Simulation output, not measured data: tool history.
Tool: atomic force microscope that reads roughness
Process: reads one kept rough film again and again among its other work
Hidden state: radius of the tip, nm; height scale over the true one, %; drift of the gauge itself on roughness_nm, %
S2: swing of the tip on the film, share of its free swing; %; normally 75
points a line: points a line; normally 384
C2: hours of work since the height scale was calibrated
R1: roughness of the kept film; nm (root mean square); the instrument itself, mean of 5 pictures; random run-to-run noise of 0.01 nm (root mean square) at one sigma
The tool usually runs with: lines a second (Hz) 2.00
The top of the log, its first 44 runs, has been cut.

{"run": 45, "hour": 460.5, "lines a second (Hz)": 2.0, "S2": 75, "points a line": 296, "pictures with this tip": 243, "C2": 140, "R1": 2.09}
{"hour": 469.6, "done": "new tip fitted"}
{"run": 46, "hour": 471.7, "lines a second (Hz)": 1.71, "S2": 65, "points a line": 462, "pictures with this tip": 4, "C2": 149, "R1": 2.493}
{"run": 47, "hour": 484.2, "lines a second (Hz)": 1.71, "S2": 65, "points a line": 462, "pictures with this tip": 27, "C2": 158, "R1": 2.492}
{"run": 48, "hour": 496.2, "lines a second (Hz)": 2.0, "S2": 88, "points a line": 306, "pictures with this tip": 50, "C2": 167, "R1": 2.037}
{"run": 49, "hour": 508.5, "lines a second (Hz)": 2.0, "S2": 87, "points a line": 582, "pictures with this tip": 73, "C2": 177, "R1": 2.059}
{"run": 50, "hour": 516.4, "lines a second (Hz)": 1.42, "S2": 89, "points a line": 927, "pictures with this tip": 87, "C2": 183, "R1": 2.155}
{"run": 51, "hour": 529.5, "lines a second (Hz)": 3.85, "S2": 75, "points a line": 384, "pictures with this tip": 112, "C2": 193, "R1": 1.994}
{"run": 52, "hour": 537.7, "lines a second (Hz)": 1.51, "S2": 75, "points a line": 384, "pictures with this tip": 127, "C2": 199, "R1": 2.307}

Consider 3 possible next runs. They are alternatives, not a sequence: every one starts from the tool as it was left by run 52. What does each give?
{"run": "A", "hour": 547.6, "lines a second (Hz)": 1.51, "S2": 75, "points a line": 527, "pictures with this tip": 145, "C2": 207, "R1": "?"}
{"run": "B", "hour": 547.6, "lines a second (Hz)": 2.85, "S2": 79, "points a line": 911, "pictures with this tip": 145, "C2": 207, "R1": "?"}
{"run": "C", "hour": 547.6, "lines a second (Hz)": 0.51, "S2": 75, "points a line": 266, "pictures with this tip": 145, "C2": 207, "R1": "?"}

run=A R1=2.279
run=B R1=2.009
run=C R1=2.401
What these runs would have given with no unlogged condition in the tool:
run=A R1=2.429
run=B R1=2.142
run=C R1=2.560
